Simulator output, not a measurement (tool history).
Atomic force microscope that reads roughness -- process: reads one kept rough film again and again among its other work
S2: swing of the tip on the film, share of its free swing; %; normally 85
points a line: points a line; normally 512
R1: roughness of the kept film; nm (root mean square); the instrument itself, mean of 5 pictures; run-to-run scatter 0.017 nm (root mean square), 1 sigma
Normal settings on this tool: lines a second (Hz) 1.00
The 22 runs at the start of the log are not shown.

{"run": 23, "hour": 557.6, "lines a second (Hz)": 1.63, "S2": 83, "points a line": 524, "R1": 2.757}
{"run": 24, "hour": 578.5, "lines a second (Hz)": 1.63, "S2": 83, "points a line": 524, "R1": 2.592}
{"run": 25, "hour": 600.7, "lines a second (Hz)": 1.0, "S2": 63, "points a line": 571, "R1": 2.799}
{"hour": 626.4, "done": "new tip fitted"}
{"run": 26, "hour": 626.8, "lines a second (Hz)": 1.24, "S2": 63, "points a line": 271, "R1": 4.486}
{"run": 27, "hour": 660.6, "lines a second (Hz)": 2.22, "S2": 79, "points a line": 271, "R1": 3.331}
{"run": 28, "hour": 675.8, "lines a second (Hz)": 1.0, "S2": 69, "points a line": 512, "R1": 3.639}
{"run": 29, "hour": 708.8, "lines a second (Hz)": 1.0, "S2": 69, "points a line": 512, "R1": 3.148}
{"run": 30, "hour": 737.9, "lines a second (Hz)": 1.0, "S2": 82, "points a line": 466, "R1": 2.741}
{"run": 31, "hour": 765.7, "lines a second (Hz)": 1.0, "S2": 88, "points a line": 466, "R1": 2.43}
{"hour": 782.8, "done": "new tip fitted"}
{"run": 32, "hour": 785.4, "lines a second (Hz)": 1.0, "S2": 88, "points a line": 466, "R1": 4.052}
{"run": 33, "hour": 805.0, "lines a second (Hz)": 1.0, "S2": 88, "points a line": 466, "R1": 3.684}
{"run": 34, "hour": 835.5, "lines a second (Hz)": 1.0, "S2": 88, "points a line": 466, "R1": 3.3}
{"run": 35, "hour": 859.7, "lines a second (Hz)": 1.59, "S2": 79, "points a line": 512, "R1": 3.01}

The next listed run, before its measurement:
{"run": 36, "hour": 893.7, "lines a second (Hz)": 2.9, "S2": 85, "points a line": 418, "R1": "?"}

{"run 36": {"R1": 2.219}}
The same run, on a tool lacking any hidden state, would have yielded R1 3.417 nm (root mean square).
